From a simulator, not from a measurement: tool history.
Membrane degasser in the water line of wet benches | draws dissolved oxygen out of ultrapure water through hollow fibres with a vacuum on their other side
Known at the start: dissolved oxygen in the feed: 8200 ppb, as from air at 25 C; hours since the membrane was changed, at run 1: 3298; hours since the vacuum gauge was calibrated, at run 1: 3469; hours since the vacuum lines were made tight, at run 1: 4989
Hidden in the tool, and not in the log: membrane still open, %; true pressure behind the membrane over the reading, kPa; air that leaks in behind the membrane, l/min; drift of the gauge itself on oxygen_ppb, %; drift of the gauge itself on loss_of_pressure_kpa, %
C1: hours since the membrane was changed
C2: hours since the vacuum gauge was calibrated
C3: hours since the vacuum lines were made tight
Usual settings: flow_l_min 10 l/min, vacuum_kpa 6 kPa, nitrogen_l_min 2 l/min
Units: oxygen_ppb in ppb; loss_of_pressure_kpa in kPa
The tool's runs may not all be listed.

{"run": 1, "hour": 0.0, "flow_l_min": 10, "vacuum_kpa": 6, "nitrogen_l_min": 2, "C1": 3298, "C2": 3469, "C3": 4989, "oxygen_ppb": 328.4, "loss_of_pressure_kpa": 30.58}
{"run": 2, "hour": 75.4, "flow_l_min": 7, "vacuum_kpa": 6, "nitrogen_l_min": 2, "C1": 3374, "C2": 3545, "C3": 5065, "oxygen_ppb": 116.2, "loss_of_pressure_kpa": 21.65}
{"run": 3, "hour": 188.3, "flow_l_min": 7, "vacuum_kpa": 6, "nitrogen_l_min": 2, "C1": 3487, "C2": 3658, "C3": 5178, "oxygen_ppb": 115.9, "loss_of_pressure_kpa": 21.48}
{"run": 4, "hour": 256.5, "flow_l_min": 7, "vacuum_kpa": 6, "nitrogen_l_min": 2, "C1": 3555, "C2": 3726, "C3": 5246, "oxygen_ppb": 116.3, "loss_of_pressure_kpa": 21.45}
{"run": 5, "hour": 396.7, "flow_l_min": 8, "vacuum_kpa": 6, "nitrogen_l_min": 2, "C1": 3695, "C2": 3866, "C3": 5386, "oxygen_ppb": 171.7, "loss_of_pressure_kpa": 24.39}
{"run": 6, "hour": 523.4, "flow_l_min": 8, "vacuum_kpa": 6, "nitrogen_l_min": 2, "C1": 3822, "C2": 3993, "C3": 5513, "oxygen_ppb": 171.7, "loss_of_pressure_kpa": 24.48}
{"run": 7, "hour": 661.3, "flow_l_min": 8, "vacuum_kpa": 6, "nitrogen_l_min": 2, "C1": 3960, "C2": 4131, "C3": 5651, "oxygen_ppb": 176.1, "loss_of_pressure_kpa": 24.62}
{"run": 8, "hour": 747.2, "flow_l_min": 10, "vacuum_kpa": 6, "nitrogen_l_min": 2, "C1": 4046, "C2": 4217, "C3": 5737, "oxygen_ppb": 329.9, "loss_of_pressure_kpa": 30.54}
{"run": 9, "hour": 885.4, "flow_l_min": 10, "vacuum_kpa": 6, "nitrogen_l_min": 2, "C1": 4184, "C2": 4355, "C3": 5875, "oxygen_ppb": 326.6, "loss_of_pressure_kpa": 30.73}
{"run": 10, "hour": 962.0, "flow_l_min": 10, "vacuum_kpa": 6, "nitrogen_l_min": 2, "C1": 4260, "C2": 4431, "C3": 5952, "oxygen_ppb": 318.5, "loss_of_pressure_kpa": 30.35}
{"run": 11, "hour": 1079.8, "flow_l_min": 9, "vacuum_kpa": 6, "nitrogen_l_min": 2, "C1": 4378, "C2": 4549, "C3": 6069, "oxygen_ppb": 245.4, "loss_of_pressure_kpa": 27.29}
{"run": 12, "hour": 1150.1, "flow_l_min": 9, "vacuum_kpa": 6, "nitrogen_l_min": 2, "C1": 4448, "C2": 4619, "C3": 6140, "oxygen_ppb": 245.5, "loss_of_pressure_kpa": 27.85}
{"run": 13, "hour": 1235.3, "flow_l_min": 10, "vacuum_kpa": 9.98, "nitrogen_l_min": 2, "C1": 4534, "C2": 4705, "C3": 6225, "oxygen_ppb": 369.8, "loss_of_pressure_kpa": 30.69}
{"run": 14, "hour": 1296.6, "flow_l_min": 10, "vacuum_kpa": 6, "nitrogen_l_min": 1.15, "C1": 4595, "C2": 4766, "C3": 6286, "oxygen_ppb": 348.3, "loss_of_pressure_kpa": 30.38}
{"run": 15, "hour": 1391.3, "flow_l_min": 8, "vacuum_kpa": 6.8, "nitrogen_l_min": 2.6, "C1": 4690, "C2": 4861, "C3": 6381, "oxygen_ppb": 175.8, "loss_of_pressure_kpa": 24.65}
{"run": 16, "hour": 1475.7, "flow_l_min": 8, "vacuum_kpa": 11.65, "nitrogen_l_min": 5.6, "C1": 4774, "C2": 4945, "C3": 6465, "oxygen_ppb": 179.5, "loss_of_pressure_kpa": 24.58}
{"run": 17, "hour": 1571.0, "flow_l_min": 10, "vacuum_kpa": 4.07, "nitrogen_l_min": 2.84, "C1": 4869, "C2": 5040, "C3": 6560, "oxygen_ppb": 298.4, "loss_of_pressure_kpa": 30.8}
{"run": 18, "hour": 1670.8, "flow_l_min": 9, "vacuum_kpa": 11.39, "nitrogen_l_min": 1.72, "C1": 4969, "C2": 5140, "C3": 6660, "oxygen_ppb": 315.9, "loss_of_pressure_kpa": 27.63}

Forecast run 19:
{"run": 19, "hour": 1752.1, "flow_l_min": 14, "vacuum_kpa": 11.39, "nitrogen_l_min": 0.94, "C1": 5050, "C2": 5221, "C3": 6742, "oxygen_ppb": "?", "loss_of_pressure_kpa": "?"}

{"run 19": {"oxygen_ppb": 903.9, "loss_of_pressure_kpa": 42.79}}
Without the tool's hidden state the same run would have given oxygen_ppb 903.5 ppb, loss_of_pressure_kpa 42.78 kPa.

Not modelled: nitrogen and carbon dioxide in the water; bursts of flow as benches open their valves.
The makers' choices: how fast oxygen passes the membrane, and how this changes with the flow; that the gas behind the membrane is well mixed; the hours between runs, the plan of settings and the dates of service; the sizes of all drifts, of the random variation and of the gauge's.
